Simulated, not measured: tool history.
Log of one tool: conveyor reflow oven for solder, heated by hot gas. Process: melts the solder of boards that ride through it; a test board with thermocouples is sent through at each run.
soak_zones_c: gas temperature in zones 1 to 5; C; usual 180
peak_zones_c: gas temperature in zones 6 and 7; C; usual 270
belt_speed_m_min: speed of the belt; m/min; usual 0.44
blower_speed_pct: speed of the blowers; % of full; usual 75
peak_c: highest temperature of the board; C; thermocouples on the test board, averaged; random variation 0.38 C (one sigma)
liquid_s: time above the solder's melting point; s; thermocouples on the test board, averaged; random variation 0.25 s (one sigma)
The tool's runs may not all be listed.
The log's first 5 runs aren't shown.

run	day	soak_zones_c	peak_zones_c	belt_speed_m_min	blower_speed_pct	hours of work since the flux was cleaned out	hours of work since the belt drive was overhauled	hours of work since the thermocouples were changed	peak_c	liquid_s
6	13.396	180	270	0.44	75	222	178	302	258.7	80.3
7	15.925	180	270	0.44	75	255	210	335	258.3	80
8	19.338	180	270	0.44	75	298	254	378	258.7	80.5
# day 22.15: flux residue cleaned out of gas plates and filters
9	22.325	180	270	0.507	75	2	289	414	254.2	66
10	24.996	180	270	0.44	75	36	324	448	258.2	80.5
11	27.142	180	270	0.44	67	64	351	476	257.3	79.4
12	29.317	180	270	0.44	67	92	379	503	257.1	79.7
13	31.775	180	270	0.44	67	123	411	535	257.6	79.4
# day 32.829: thermocouples of zones 6 and 7 changed
14	34.971	180	270	0.44	67	163	450	27	257.5	79.2
15	38.021	180	270	0.44	67	202	489	67	257.9	78.9
16	40.229	180	273	0.44	68	231	518	95	260.2	81
17	42.096	180	273	0.44	68	254	542	119	260.7	81.6
18	45.196	180	273	0.44	68	294	581	158	259.8	81.5
19	47.792	180	273	0.44	68	327	615	192	260	81.2
# day 48.321: flux residue cleaned out of gas plates and filters
20	50.367	190	270	0.44	75	26	645	222	260	86.3
21	53.942	190	270	0.504	53	72	691	268	252.5	68.6
22	55.717	192	278	0.461	71	95	713	291	266.2	86.4
23	58.829	186	267	0.434	54	135	753	330	253.6	80.3
24	61.554	186	267	0.434	54	170	788	365	253.9	80.9
25	63.696	179	260	0.422	51	197	816	393	246.9	72.2
26	65.712	179	260	0.422	51	223	842	419	247.2	72.4
27	68.717	183	279	0.504	58	261	880	457	259.6	71.3
# day 71.312: belt drive overhauled, speed set with a stopwatch
28	71.35	180	270	0.36	80	293	0	489	263.3	103.6
29	74.296	180	270	0.44	62	331	38	526	256.1	78.6
# day 74.683: flux residue cleaned out of gas plates and filters
# day 76.117: thermocouples of zones 6 and 7 changed
30	76.858	180	270	0.44	62	27	67	10	256.1	78.9

Forecast each of these 3 alternatives for the next run:
A	78.65	180	276	0.44	62	50	90	32	?	?
B	78.65	174	270	0.437	75	50	90	32	?	?
C	78.65	188	270	0.464	68	50	90	32	?	?

run	peak_c	liquid_s
A	261.3	82.3
B	257.6	78.2
C	257.3	78.7
Without the tool's hidden state the same runs would have given:
run	peak_c	liquid_s
A	261.3	82.3
B	257.6	78.2
C	257.3	78.7
